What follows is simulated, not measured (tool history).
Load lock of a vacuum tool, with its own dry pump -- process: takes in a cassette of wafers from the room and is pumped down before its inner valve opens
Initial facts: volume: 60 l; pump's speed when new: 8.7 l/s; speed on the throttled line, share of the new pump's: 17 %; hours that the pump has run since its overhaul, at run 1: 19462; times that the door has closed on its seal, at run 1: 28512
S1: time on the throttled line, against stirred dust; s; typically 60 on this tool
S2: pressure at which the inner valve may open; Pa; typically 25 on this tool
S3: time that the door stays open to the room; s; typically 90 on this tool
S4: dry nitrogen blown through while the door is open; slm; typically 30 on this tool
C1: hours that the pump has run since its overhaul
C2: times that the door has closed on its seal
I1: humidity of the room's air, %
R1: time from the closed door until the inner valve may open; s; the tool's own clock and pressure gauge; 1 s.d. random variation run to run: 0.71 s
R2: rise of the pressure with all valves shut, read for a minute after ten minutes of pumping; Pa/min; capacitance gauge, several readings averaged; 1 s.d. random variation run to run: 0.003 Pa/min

run,hour,S1,S2,S3,S4,C1,C2,I1,R1,R2
1,0.0,60,25,90,30,19462,28512,45.4,108.2,0.037
2,500.0,60,25,90,30,19962,29216,42.1,107.2,0.036
3,978.1,60,25,170,30,20440,29890,44.4,109.0,0.055
4,1369.1,60,37,90,30,20831,30441,47.9,105.0,0.039
5,1860.7,60,25,90,33,21323,31134,42.3,108.2,0.035
6,2215.9,118,25,90,30,21678,31635,43.5,157.9,0.037
7,2523.3,60,25,90,24,21986,32068,45.7,108.5,0.042
8,3074.5,60,40,90,30,22537,32845,43.2,105.1,0.033
9,3685.7,58,33,137,7,23148,33706,46.4,103.1,0.071
10,4012.9,58,33,137,7,23475,34167,47.9,104.0,0.075
11,4616.8,58,33,137,7,24079,35018,47.1,103.9,0.074
# hour 4734.2: dry pump taken out, an overhauled one fitted
12,5097.7,51,45,31,19,363,35688,42.1,96.6,0.026

Run 13 comes next. What will it give?
13,5703.0,51,27,71,19,969,36541,44.0,?,?

R1: 98.7 s
R2: 0.044 Pa/min
With no hidden state in the tool, this same run would have given R1 98.7 s, R2 0.043 Pa/min.
